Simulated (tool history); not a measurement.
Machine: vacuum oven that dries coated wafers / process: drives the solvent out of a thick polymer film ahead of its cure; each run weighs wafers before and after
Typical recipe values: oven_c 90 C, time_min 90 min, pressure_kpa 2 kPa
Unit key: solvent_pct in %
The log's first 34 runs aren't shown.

run 35 hour=1377.5 | oven_c=90 time_min=118 pressure_kpa=2.87 | solvent_pct=1.61
run 36 hour=1422.4 | oven_c=91 time_min=90 pressure_kpa=6.27 | solvent_pct=3.29
-- hour=1428 vacuum gauge cleaned of residue and calibrated
run 37 hour=1452.9 | oven_c=98 time_min=90 pressure_kpa=2.41 | solvent_pct=0.99
run 38 hour=1500.2 | oven_c=98 time_min=147 pressure_kpa=2.41 | solvent_pct=0.85
run 39 hour=1545 | oven_c=94 time_min=59 pressure_kpa=2.45 | solvent_pct=2.05
run 40 hour=1574.4 | oven_c=90 time_min=124 pressure_kpa=4.66 | solvent_pct=2.38
run 41 hour=1611.5 | oven_c=90 time_min=124 pressure_kpa=4.66 | solvent_pct=2.35
run 42 hour=1651.2 | oven_c=90 time_min=124 pressure_kpa=4.66 | solvent_pct=2.41
run 43 hour=1684.9 | oven_c=90 time_min=106 pressure_kpa=1.62 | solvent_pct=1.12
run 44 hour=1706.7 | oven_c=90 time_min=106 pressure_kpa=1.62 | solvent_pct=1.16
run 45 hour=1737 | oven_c=100 time_min=145 pressure_kpa=5.97 | solvent_pct=1.99
run 46 hour=1770.6 | oven_c=100 time_min=145 pressure_kpa=5.97 | solvent_pct=1.94

Each row is a separate what-if for the run after 46, all from the same tool condition, not one after another. Results?
run A hour=1798 | oven_c=90 time_min=79 pressure_kpa=2 | solvent_pct=?
run B hour=1798 | oven_c=90 time_min=47 pressure_kpa=3.1 | solvent_pct=?
run C hour=1798 | oven_c=99 time_min=90 pressure_kpa=2 | solvent_pct=?
run D hour=1798 | oven_c=100 time_min=70 pressure_kpa=5.97 | solvent_pct=?
run E hour=1798 | oven_c=76 time_min=96 pressure_kpa=2.18 | solvent_pct=?

run=A solvent_pct=1.83
run=B solvent_pct=3.89
run=C solvent_pct=0.81
run=D solvent_pct=2.16
run=E solvent_pct=4.41
The same runs, with their run-to-run variation unchanged, on a tool lacking any hidden condition would have given:
run=A solvent_pct=1.83
run=B solvent_pct=3.89
run=C solvent_pct=0.81
run=D solvent_pct=2.16
run=E solvent_pct=4.41

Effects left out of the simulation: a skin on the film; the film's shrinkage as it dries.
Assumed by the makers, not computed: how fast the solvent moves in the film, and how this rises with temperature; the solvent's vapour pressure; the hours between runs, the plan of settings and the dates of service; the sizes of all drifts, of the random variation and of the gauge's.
